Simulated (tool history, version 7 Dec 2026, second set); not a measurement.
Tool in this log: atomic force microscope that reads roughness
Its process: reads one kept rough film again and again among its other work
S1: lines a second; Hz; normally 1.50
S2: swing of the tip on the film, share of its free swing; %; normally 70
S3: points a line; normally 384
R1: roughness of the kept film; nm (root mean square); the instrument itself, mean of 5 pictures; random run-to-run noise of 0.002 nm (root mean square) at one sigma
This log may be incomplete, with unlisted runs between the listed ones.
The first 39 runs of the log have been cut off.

run	day	S1	S2	S3	R1
40	19.025	1.50	90	384	0.503
41	19.483	1.37	61	315	0.553
42	19.988	2.57	68	315	0.524
43	20.321	1.73	78	885	0.529
# day 20.742: new tip fitted
44	21.000	3.68	85	384	0.471
45	21.542	0.81	56	384	0.593
46	22.150	0.81	56	384	0.587
47	22.500	2.06	70	401	0.553
48	22.904	2.06	70	401	0.552
49	23.258	2.06	61	296	0.560
50	23.538	2.06	61	296	0.558
51	23.879	1.50	70	717	0.561
52	24.354	1.50	67	660	0.561
53	24.667	1.00	67	384	0.565
54	25.200	1.00	67	384	0.562

Here are 3 independent what-if runs from the current tool condition. What would each one return?
A	25.583	1.00	67	482	?
B	25.583	1.34	89	384	?
C	25.583	0.96	86	739	?

run	R1
A	0.564
B	0.513
C	0.541
Stripped of hidden state, with their random variation kept, the same runs would have yielded:
run	R1
A	0.591
B	0.537
C	0.566
